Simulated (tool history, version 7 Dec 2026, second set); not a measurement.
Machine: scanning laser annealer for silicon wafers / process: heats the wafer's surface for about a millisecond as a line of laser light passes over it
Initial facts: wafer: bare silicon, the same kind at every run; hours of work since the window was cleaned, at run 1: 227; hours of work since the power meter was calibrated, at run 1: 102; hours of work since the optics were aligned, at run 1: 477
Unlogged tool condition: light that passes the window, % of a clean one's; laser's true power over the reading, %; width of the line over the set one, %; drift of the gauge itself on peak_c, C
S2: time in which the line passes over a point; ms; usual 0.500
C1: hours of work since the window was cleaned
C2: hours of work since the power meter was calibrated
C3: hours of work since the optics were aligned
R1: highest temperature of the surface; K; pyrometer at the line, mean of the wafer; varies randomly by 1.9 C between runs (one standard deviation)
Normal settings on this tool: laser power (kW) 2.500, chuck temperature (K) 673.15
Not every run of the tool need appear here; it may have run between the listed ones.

Run 1, hour 0.0: usual settings; C1 227; C2 102; C3 477. Result: R1 1383.15 K.
Run 2, hour 22.6: usual settings but laser power (kW) 2.297; C1 239; C2 114; C3 489. Result: R1 1331.15 K.
Run 3, hour 36.2: usual settings but laser power (kW) 2.306; C1 246; C2 121; C3 496. Result: R1 1331.15 K.
Run 4, hour 53.3: usual settings but chuck temperature (K) 696.15; C1 255; C2 130; C3 505. Result: R1 1408.15 K.
Run 5, hour 68.9: usual settings but chuck temperature (K) 696.15; C1 263; C2 139; C3 513. Result: R1 1410.15 K.
Run 6, hour 89.8: usual settings but chuck temperature (K) 704.15; C1 274; C2 149; C3 524. Result: R1 1419.15 K.
Run 7, hour 104.1: usual settings but chuck temperature (K) 704.15; C1 281; C2 157; C3 532. Result: R1 1415.15 K.
Run 8, hour 124.1: usual settings but S2 0.476 ms; C1 292; C2 167; C3 542. Result: R1 1364.15 K.
Run 9, hour 138.5: usual settings but laser power (kW) 2.626, S2 0.476 ms; C1 299; C2 175; C3 550. Result: R1 1398.15 K.
Run 10, hour 153.4: usual settings but chuck temperature (K) 665.15; C1 307; C2 183; C3 557. Result: R1 1372.15 K.
Run 11, hour 166.2: usual settings but chuck temperature (K) 665.15; C1 314; C2 190; C3 564. Result: R1 1377.15 K.
Run 12, hour 183.6: usual settings but chuck temperature (K) 665.15; C1 323; C2 199; C3 573. Result: R1 1375.15 K.
Run 13, hour 194.9: usual settings but chuck temperature (K) 665.15; C1 329; C2 205; C3 579. Result: R1 1378.15 K.
Run 14, hour 205.2: usual settings; C1 334; C2 210; C3 585. Result: R1 1381.15 K.
Run 15, hour 215.7: usual settings; C1 340; C2 216; C3 590. Result: R1 1384.15 K.
Run 16, hour 233.3: usual settings; C1 349; C2 225; C3 599. Result: R1 1378.15 K.
Run 17, hour 258.9: usual settings; C1 363; C2 238; C3 613. Result: R1 1382.15 K.
Run 18, hour 272.5: usual settings; C1 370; C2 245; C3 620. Result: R1 1378.15 K.
Run 19, hour 294.5: usual settings; C1 381; C2 257; C3 632. Result: R1 1380.15 K.
Run 20, hour 306.2: usual settings; C1 388; C2 263; C3 638. Result: R1 1384.15 K.
Run 21, hour 316.5: usual settings; C1 393; C2 269; C3 643. Result: R1 1379.15 K.
Run 22, hour 328.3: usual settings; C1 399; C2 275; C3 649. Result: R1 1382.15 K.
Run 23, hour 353.8: usual settings; C1 413; C2 288; C3 663. Result: R1 1379.15 K.
Run 24, hour 374.2: usual settings but laser power (kW) 2.738, S2 0.582 ms; C1 423; C2 299; C3 673. Result: R1 1515.15 K.
Run 25, hour 397.4: usual settings but laser power (kW) 2.738, S2 0.582 ms; C1 435; C2 311; C3 686. Result: R1 1515.15 K.
Run 26, hour 415.7: usual settings but laser power (kW) 2.323, S2 0.582 ms, chuck temperature (K) 707.15; C1 445; C2 321; C3 695. Result: R1 1426.15 K.
Run 27, hour 439.0: usual settings but laser power (kW) 2.323, S2 0.582 ms, chuck temperature (K) 707.15; C1 457; C2 333; C3 707. Result: R1 1425.15 K.
Run 28, hour 449.6: usual settings but laser power (kW) 2.210, S2 0.461 ms, chuck temperature (K) 707.15; C1 463; C2 338; C3 713. Result: R1 1302.15 K.
Run 29, hour 461.7: usual settings but laser power (kW) 2.269, S2 0.522 ms; C1 469; C2 345; C3 719. Result: R1 1328.15 K.
Run 30, hour 482.6: usual settings but laser power (kW) 2.269, S2 0.522 ms; C1 480; C2 356; C3 730. Result: R1 1326.15 K.
Run 31, hour 502.2: usual settings but laser power (kW) 2.637, S2 0.569 ms; C1 490; C2 366; C3 741. Result: R1 1471.15 K.
Run 32, hour 527.7: usual settings but laser power (kW) 2.637, S2 0.569 ms; C1 504; C2 379; C3 754. Result: R1 1470.15 K.
Run 33, hour 548.8: usual settings but laser power (kW) 2.588, S2 0.589 ms; C1 515; C2 391; C3 765. Result: R1 1471.15 K.
At hour 576.1: window over the wafer cleaned.
Run 34, hour 576.1: usual settings but laser power (kW) 2.237, chuck temperature (K) 679.15; C1 0; C2 404; C3 778. Result: R1 1323.15 K.
Run 35, hour 601.7: usual settings but laser power (kW) 2.378, chuck temperature (K) 638.15; C1 13; C2 417; C3 792. Result: R1 1321.15 K.
Run 36, hour 626.9: usual settings but laser power (kW) 2.134, S2 0.358 ms, chuck temperature (K) 689.15; C1 27; C2 431; C3 805. Result: R1 1190.15 K.
Run 37, hour 637.5: usual settings but laser power (kW) 2.134, S2 0.360 ms, chuck temperature (K) 689.15; C1 32; C2 436; C3 811. Result: R1 1196.15 K.
Run 38, hour 650.9: usual settings but laser power (kW) 2.134, S2 0.360 ms, chuck temperature (K) 689.15; C1 39; C2 443; C3 818. Result: R1 1194.15 K.
Run 39, hour 672.6: usual settings but laser power (kW) 2.134, S2 0.360 ms, chuck temperature (K) 689.15; C1 51; C2 455; C3 829. Result: R1 1189.15 K.
Run 40, hour 689.8: usual settings but laser power (kW) 2.538, S2 0.410 ms, chuck temperature (K) 706.15; C1 60; C2 464; C3 838. Result: R1 1352.15 K.
Run 41, hour 709.6: usual settings but laser power (kW) 2.410, S2 0.380 ms, chuck temperature (K) 702.15; C1 70; C2 474; C3 849. Result: R1 1291.15 K.

Alternative continuations, all from the tool just after run 41; predict every row:
Run A, hour 726.2: usual settings but chuck temperature (K) 649.15; C1 79; C2 483; C3 857. Result: R1 ?.
Run B, hour 726.2: usual settings but laser power (kW) 2.734, S2 0.483 ms; C1 79; C2 483; C3 857. Result: R1 ?.
Run C, hour 726.2: usual settings but laser power (kW) 2.410, S2 0.380 ms, chuck temperature (K) 635.15; C1 79; C2 483; C3 857. Result: R1 ?.
Run D, hour 726.2: usual settings but laser power (kW) 2.702, S2 0.355 ms, chuck temperature (K) 667.15; C1 79; C2 483; C3 857. Result: R1 ?.

run       R1
  A  1360.15
  B  1435.15
  C  1221.15
  D  1297.15
With the hidden condition removed and each run's random variation left untouched, the same runs would have given:
run       R1
  A  1374.15
  B  1450.15
  C  1232.15
  D  1309.15
